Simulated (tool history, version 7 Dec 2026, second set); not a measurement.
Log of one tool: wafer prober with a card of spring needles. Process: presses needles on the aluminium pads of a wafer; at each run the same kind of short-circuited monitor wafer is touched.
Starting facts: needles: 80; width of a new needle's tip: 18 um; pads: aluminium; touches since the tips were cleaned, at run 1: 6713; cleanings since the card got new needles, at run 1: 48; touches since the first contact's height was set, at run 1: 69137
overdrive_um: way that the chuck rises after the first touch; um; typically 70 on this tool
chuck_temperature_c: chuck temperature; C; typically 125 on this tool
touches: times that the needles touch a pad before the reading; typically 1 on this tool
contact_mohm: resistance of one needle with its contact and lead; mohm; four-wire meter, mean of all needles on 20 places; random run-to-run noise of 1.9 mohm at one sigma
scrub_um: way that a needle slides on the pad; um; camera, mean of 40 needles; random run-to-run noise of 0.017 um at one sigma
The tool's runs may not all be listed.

run,hour,overdrive_um,chuck_temperature_c,touches,touches since the tips were cleaned,cleanings since the card got new needles,touches since the first contact's height was set,contact_mohm,scrub_um
1,0,70,125,1,6713,48,69137,218,11.44
# hour 5.8: tips cleaned on abrasive film
# hour 20: tips cleaned on abrasive film
2,31.3,70,125,1,7206,50,88899,219,11.42
# hour 35.7: tips cleaned on abrasive film
# hour 49.9: tips cleaned on abrasive film
3,58.9,70,125,1,5732,52,106344,218,11.45
# hour 65.4: tips cleaned on abrasive film
# hour 80.2: tips cleaned on abrasive film
4,82,70,125,1,1124,54,120864,215,11.45
# hour 94.9: tips cleaned on abrasive film
# hour 111.7: tips cleaned on abrasive film
5,115.6,62,125,1,2516,56,142141,217,10.15
# hour 126.3: tips cleaned on abrasive film
# hour 140.8: tips cleaned on abrasive film
6,152.3,62,125,1,7318,58,165325,219,10.16
# hour 157.2: tips cleaned on abrasive film
# hour 172.2: tips cleaned on abrasive film
7,182.6,54,125,1,6612,60,184467,219,8.84
# hour 188.2: tips cleaned on abrasive film
# hour 203.5: tips cleaned on abrasive film
8,208.9,70,125,1,3452,62,201056,217,11.47
# hour 219.1: tips cleaned on abrasive film
# hour 223.6: height of the first contact set anew
9,226.5,70,125,1,4499,63,1820,220,11.45
# hour 236.3: tips cleaned on abrasive film
# hour 250.7: tips cleaned on abrasive film
10,251.3,71,53,1,395,65,17477,201,11.62
# hour 266.9: tips cleaned on abrasive film
# hour 281.6: tips cleaned on abrasive film
11,281.6,56,56,1,0,67,36647,206,9.15
# hour 296.7: tips cleaned on abrasive film
12,299.5,56,56,1,1800,68,47923,206,9.15
# hour 312.8: tips cleaned on abrasive film
# hour 328.1: tips cleaned on abrasive film
13,333.2,56,56,1,3262,70,69231,206,9.14
# hour 343.1: tips cleaned on abrasive film
# hour 359.6: tips cleaned on abrasive film
14,370.7,56,113,3,7088,72,92962,220,9.1
# hour 375.3: tips cleaned on abrasive film
15,388,71,56,3,8033,73,103853,202,11.6
# hour 391.4: tips cleaned on abrasive film
# hour 405.7: tips cleaned on abrasive film
# hour 420.5: tips cleaned on abrasive film
16,420.5,71,56,3,0,76,124323,202,11.55
# hour 436.4: tips cleaned on abrasive film
17,439.3,71,56,3,1802,77,136210,204,11.56

Forecast each of these 3 alternatives for the next run:
# hour 451.6: tips cleaned on abrasive film
# hour 466.4: tips cleaned on abrasive film
A,472.5,51,125,2,3914,79,157224,?,?
# hour 451.6: tips cleaned on abrasive film
# hour 466.4: tips cleaned on abrasive film
B,472.5,69,73,1,3914,79,157224,?,?
# hour 451.6: tips cleaned on abrasive film
# hour 466.4: tips cleaned on abrasive film
C,472.5,62,125,1,3914,79,157224,?,?

run,contact_mohm,scrub_um
A,223,8.29
B,206,11.26
C,216,10.09
With the hidden condition removed and each run's random variation left untouched, the same runs would have given:
run,contact_mohm,scrub_um
A,223,8.34
B,206,11.33
C,215,10.15

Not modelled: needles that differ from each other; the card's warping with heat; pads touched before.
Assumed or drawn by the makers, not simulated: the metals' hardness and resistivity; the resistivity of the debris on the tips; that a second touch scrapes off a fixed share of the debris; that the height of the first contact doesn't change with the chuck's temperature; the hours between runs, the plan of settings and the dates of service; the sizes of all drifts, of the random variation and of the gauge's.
